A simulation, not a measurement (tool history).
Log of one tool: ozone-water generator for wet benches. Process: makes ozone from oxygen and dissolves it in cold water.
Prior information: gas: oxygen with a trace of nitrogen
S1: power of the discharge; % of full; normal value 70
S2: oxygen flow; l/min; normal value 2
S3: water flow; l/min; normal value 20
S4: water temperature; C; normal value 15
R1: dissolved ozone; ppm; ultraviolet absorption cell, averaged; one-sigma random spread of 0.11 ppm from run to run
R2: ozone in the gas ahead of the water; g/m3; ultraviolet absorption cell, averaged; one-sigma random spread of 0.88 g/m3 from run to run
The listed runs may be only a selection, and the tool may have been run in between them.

run	hour	S1	S2	S3	S4	R1	R2
1	0	70	2	20	15	8.1	138.6
2	96.9	70	2	20	15	8.2	139.2
3	192.1	70	2	20	15	8.2	138.8
4	245.6	70	1.19	20	15	7.1	187.1
5	352.1	70	1.32	20	15	7.3	176.5
6	415.7	70	1.32	20	15	7.4	174.7
7	527.7	70	1.32	20	15	7.4	175.7
# hour 542.2: contactor cleaned
8	629.8	70	1.32	20	15	7	174
9	730.5	70	1.32	20	15	7	174.8
# hour 772.8: contactor cleaned, once more
10	804.9	70	2	20	22	8.1	136.3
11	889.8	70	2	20	22	8.2	137.7
12	978.6	70	2	31	15	5.1	135.3
13	1042.8	70	2	31	21	5.1	137.7
14	1147.5	47	2.51	31	18	4	91.5
15	1214.2	77	1.44	31	18	4.9	176.1
16	1279.8	42	2.43	12	11	10.4	86.8
17	1344.7	41	2.43	29	8	4.1	84.5
18	1401.4	75	2.35	27	15	6.5	129.8
19	1511.1	42	2.12	20	15	6	92.9
20	1619	70	3.1	20	18	8.6	105.6
21	1732.7	99	1.98	20	9	10.8	168.1
22	1793.3	99	1.98	14	9	15.6	170.1

Run 23 is up next; what results do you expect?
23	1840.8	99	1.98	14	9	?	?

Logged for run 23: R1 15.5 ppm, R2 171.2 g/m3.
Without the tool's hidden state the same run would have given R1 17.5 ppm, R2 189.8 g/m3.
